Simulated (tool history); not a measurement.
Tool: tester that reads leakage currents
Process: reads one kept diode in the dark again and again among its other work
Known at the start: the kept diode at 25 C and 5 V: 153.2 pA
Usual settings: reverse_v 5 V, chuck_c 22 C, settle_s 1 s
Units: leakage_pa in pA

run 1 hour=0 | reverse_v=5 chuck_c=22 settle_s=1 | leakage_pa=120.07
run 2 hour=45.5 | reverse_v=5 chuck_c=26 settle_s=1 | leakage_pa=166.15
run 3 hour=75.1 | reverse_v=5 chuck_c=26 settle_s=1 | leakage_pa=166.06
run 4 hour=101.5 | reverse_v=5 chuck_c=22 settle_s=1 | leakage_pa=120.02
run 5 hour=129.9 | reverse_v=5 chuck_c=22 settle_s=1 | leakage_pa=120.9
run 6 hour=152 | reverse_v=9.41 chuck_c=22 settle_s=1 | leakage_pa=175.02
run 7 hour=198 | reverse_v=9.41 chuck_c=22 settle_s=1 | leakage_pa=176.24
run 8 hour=224.7 | reverse_v=9.41 chuck_c=22 settle_s=1 | leakage_pa=175.92
run 9 hour=268.8 | reverse_v=5 chuck_c=22 settle_s=9.58 | leakage_pa=120.81
run 10 hour=306.5 | reverse_v=5 chuck_c=22 settle_s=9.58 | leakage_pa=120.81
run 11 hour=331.1 | reverse_v=5 chuck_c=22 settle_s=6.3 | leakage_pa=121.2
run 12 hour=357.4 | reverse_v=5 chuck_c=22 settle_s=1 | leakage_pa=121.85
run 13 hour=378.3 | reverse_v=5 chuck_c=22 settle_s=1 | leakage_pa=121.57
run 14 hour=418.4 | reverse_v=5 chuck_c=22 settle_s=1 | leakage_pa=121.88
run 15 hour=461.9 | reverse_v=5 chuck_c=22 settle_s=1 | leakage_pa=122.21
run 16 hour=482 | reverse_v=5 chuck_c=22 settle_s=1 | leakage_pa=122.33
run 17 hour=502 | reverse_v=5 chuck_c=22 settle_s=0.96 | leakage_pa=122.2
run 18 hour=539 | reverse_v=5 chuck_c=38 settle_s=1 | leakage_pa=427.21
run 19 hour=569.5 | reverse_v=5 chuck_c=38 settle_s=1 | leakage_pa=426.07
-- hour=575.1 probe card cleaned and baked
run 20 hour=610 | reverse_v=5 chuck_c=38 settle_s=1 | leakage_pa=427.36
run 21 hour=654.6 | reverse_v=4.12 chuck_c=48 settle_s=2.84 | leakage_pa=781.11
run 22 hour=680.7 | reverse_v=4 chuck_c=24 settle_s=2.51 | leakage_pa=127.11
run 23 hour=726.5 | reverse_v=4 chuck_c=24 settle_s=2.51 | leakage_pa=127.67
run 24 hour=772.5 | reverse_v=12.21 chuck_c=52 settle_s=1 | leakage_pa=1958.43
-- hour=789.9 probe card cleaned and baked, once more
run 25 hour=796.5 | reverse_v=6.53 chuck_c=21 settle_s=1 | leakage_pa=131.66
run 26 hour=816.4 | reverse_v=6.53 chuck_c=21 settle_s=1 | leakage_pa=131.7
run 27 hour=845.3 | reverse_v=10.49 chuck_c=22 settle_s=1 | leakage_pa=190.76
run 28 hour=877.5 | reverse_v=10.49 chuck_c=22 settle_s=1 | leakage_pa=190.18
run 29 hour=920.9 | reverse_v=10.49 chuck_c=22 settle_s=1 | leakage_pa=191.44
run 30 hour=955.6 | reverse_v=12.31 chuck_c=54 settle_s=4.15 | leakage_pa=2275.17
run 31 hour=1001.9 | reverse_v=5 chuck_c=49 settle_s=4.29 | leakage_pa=953.14
run 32 hour=1040.2 | reverse_v=5.32 chuck_c=22 settle_s=1 | leakage_pa=128.26
run 33 hour=1071.3 | reverse_v=5.32 chuck_c=22 settle_s=1 | leakage_pa=128.39
run 34 hour=1105.8 | reverse_v=5.32 chuck_c=22 settle_s=1 | leakage_pa=128.56

The next listed run, before its measurement:
run 35 hour=1137.9 | reverse_v=5 chuck_c=22 settle_s=1.44 | leakage_pa=?

leakage_pa: 124.3 pA
Without the tool's hidden state the same run would have given leakage_pa 120.18 pA.
